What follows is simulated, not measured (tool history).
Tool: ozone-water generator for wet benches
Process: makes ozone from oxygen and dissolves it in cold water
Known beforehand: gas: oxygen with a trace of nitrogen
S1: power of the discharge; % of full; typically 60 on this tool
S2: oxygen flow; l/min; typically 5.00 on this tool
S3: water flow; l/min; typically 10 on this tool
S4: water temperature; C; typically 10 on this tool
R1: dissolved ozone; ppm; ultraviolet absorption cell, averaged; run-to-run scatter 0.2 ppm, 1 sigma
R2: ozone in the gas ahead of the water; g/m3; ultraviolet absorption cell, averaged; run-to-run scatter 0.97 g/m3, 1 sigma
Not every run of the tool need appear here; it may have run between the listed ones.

run   hour  S1    S2  S3  S4    R1     R2
  1    0.0  60  5.00  10  10  29.1  166.6
  2   13.8  60  5.00  10  10  28.6  166.6
  3   41.3  60  5.00  10  11  28.0  165.7
  4   74.6  60  5.00  10  11  27.9  166.2
  5  108.1  79  5.00  10  11  35.3  208.6
  6  137.4  79  5.00  10  11  35.7  206.2
  7  156.3  79  5.00  10  11  35.3  205.9
  8  185.2  79  5.00  10  11  35.2  208.1
     191.4  -- contactor cleaned
  9  206.6  79  5.00  10  11  34.9  206.7
 10  235.8  60  5.00  10  10  28.8  164.1
 11  269.3  60  5.00  10  10  28.7  164.4
 12  297.3  60  5.00  10  10  28.9  164.7
 13  317.2  60  5.00  10  10  28.3  165.8
     338.4  -- contactor cleaned, once more
 14  347.7  60  5.00  10  10  28.6  162.9
 15  379.1  60  5.00  10  10  28.8  164.6
 16  403.7  60  2.99  10  10  27.0  202.1
 17  436.9  96  3.58  15   9  30.4  275.3
 18  461.7  60  5.00  13  17  21.5  166.1
 19  477.5  60  2.79  10   5  28.1  205.6
 20  492.3  59  2.63   8   7  31.6  209.0
 21  517.2  59  2.63   8   7  31.3  211.3
 22  537.3  59  2.63   8   7  31.1  210.0
 23  555.7  68  5.00  10   9  32.0  179.6
 24  588.0  45  5.44   7   9  27.9  125.4
 25  620.9  45  5.44  11   7  22.6  126.7
 26  654.5  46  5.00  10  10  22.9  131.8
 27  681.6  45  5.00  11  10  20.8  129.9
 28  697.8  60  5.00   6   9  37.3  162.1
 29  728.0  60  5.00  10   6  30.6  163.3
 30  746.0  49  5.00  12   6  22.8  138.2
 31  769.8  55  4.23   8   7  31.1  160.4

Some steps in R1 between neighbouring runs. How much of each would the tool show without its hidden state too (settings, what came in, random variation), and how much is left for the hidden state, with any gauge scatter that isn't in both results?
Hidden state present: yield of the discharge, % of new electrodes'; contactor's efficiency, % of a clean one's; true water temperature over the reading, C; drift of the gauge itself on ozone_ppm, %; drift of the gauge itself on gas_g_m3, %.
Run 9 -> 10: S1 79 -> 60, S4 11 -> 10. R1 -6.1 ppm: hidden state +0.2, all else -6.3.
Run 17 -> 18: S1 96 -> 60, S2 3.58 -> 5.00, S3 15 -> 13, S4 9 -> 17. R1 -8.9 ppm: hidden state +0.1, all else -9.0.
Run 27 -> 28: S1 45 -> 60, S3 11 -> 6, S4 10 -> 9. R1 +16.5 ppm: hidden state -0.4, all else +16.9.
Run 30 -> 31: S1 49 -> 55, S2 5.00 -> 4.23, S3 12 -> 8, S4 6 -> 7. R1 +8.3 ppm: hidden state -0.3, all else +8.6.
